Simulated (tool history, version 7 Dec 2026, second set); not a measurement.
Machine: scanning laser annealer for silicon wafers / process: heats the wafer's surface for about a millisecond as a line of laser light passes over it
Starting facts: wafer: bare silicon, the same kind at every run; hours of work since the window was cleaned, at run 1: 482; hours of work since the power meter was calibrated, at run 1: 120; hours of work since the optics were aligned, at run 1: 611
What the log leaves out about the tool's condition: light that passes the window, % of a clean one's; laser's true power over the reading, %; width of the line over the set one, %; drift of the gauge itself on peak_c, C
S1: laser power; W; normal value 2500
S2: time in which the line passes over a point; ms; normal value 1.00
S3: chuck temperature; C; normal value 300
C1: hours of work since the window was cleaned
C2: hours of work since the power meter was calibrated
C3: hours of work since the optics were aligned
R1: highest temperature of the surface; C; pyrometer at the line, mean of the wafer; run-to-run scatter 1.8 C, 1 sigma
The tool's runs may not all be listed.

run	hour	S1	S2	S3	C1	C2	C3	R1
1	0.0	2500	1.00	300	482	120	611	1098
2	23.6	2500	1.00	300	492	129	621	1097
3	46.3	2500	1.00	300	501	138	630	1095
4	74.1	2500	1.00	300	512	150	641	1099
5	94.7	2500	1.00	300	520	158	649	1095
6	136.6	2500	1.00	300	537	175	666	1097
7	156.7	2745	1.00	300	546	183	675	1185
8	203.0	2500	0.96	300	564	202	693	1085
9	226.5	2500	1.00	300	574	211	703	1099
10	256.7	2680	0.91	300	586	224	715	1124
11	302.9	2500	0.76	326	605	242	734	1032
12	327.0	2500	0.76	326	615	252	744	1027
13	362.9	2572	1.00	300	629	267	758	1124

Run 14 comes next. What will it give?
14	409.5	2555	0.92	300	648	286	777	?

R1: 1087 C
Minus the tool's unlogged condition, the same run would have read R1 1089 C.
